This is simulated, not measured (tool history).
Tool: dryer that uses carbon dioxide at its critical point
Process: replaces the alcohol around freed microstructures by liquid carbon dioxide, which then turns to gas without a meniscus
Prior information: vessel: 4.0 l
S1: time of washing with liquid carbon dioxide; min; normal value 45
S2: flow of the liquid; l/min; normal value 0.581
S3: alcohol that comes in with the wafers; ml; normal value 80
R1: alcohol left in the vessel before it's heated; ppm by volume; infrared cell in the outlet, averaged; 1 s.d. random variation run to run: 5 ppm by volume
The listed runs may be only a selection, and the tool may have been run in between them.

run	day	S1	S2	S3	R1
1	0	45	0.581	80	71
2	0.388	45	0.771	80	34
3	1.062	69	0.581	80	33
4	1.804	69	0.581	80	32
5	2.496	69	0.581	80	30
6	2.858	32	0.581	80	281
7	3.242	32	0.581	80	287
8	3.933	45	0.581	80	78
9	4.617	41	0.581	80	113
10	5.288	45	0.581	33	57
11	5.988	45	0.581	33	49
12	6.458	68	0.581	80	35
13	7.158	39	0.817	80	47
14	7.875	59	0.455	60	60
15	8.562	45	0.581	113	106
16	9.229	45	0.581	113	106
17	9.779	41	0.929	24	32
18	10.325	29	0.534	24	202
19	10.804	45	0.352	88	573
20	11.275	56	0.352	88	233
21	11.829	47	0.461	85	171
22	12.225	47	0.461	85	184
23	12.925	47	0.461	85	176
24	13.479	46	0.58	80	88

Predict each of these 3 candidate next runs independently; none follows another, all start after run 24:
A	14.204	45	0.581	86	?
B	14.204	48	0.479	91	?
C	14.204	54	0.659	80	?

run	R1
A	96
B	163
C	56
What these runs would have given with no unlogged condition in the tool:
run	R1
A	46
B	99
C	16
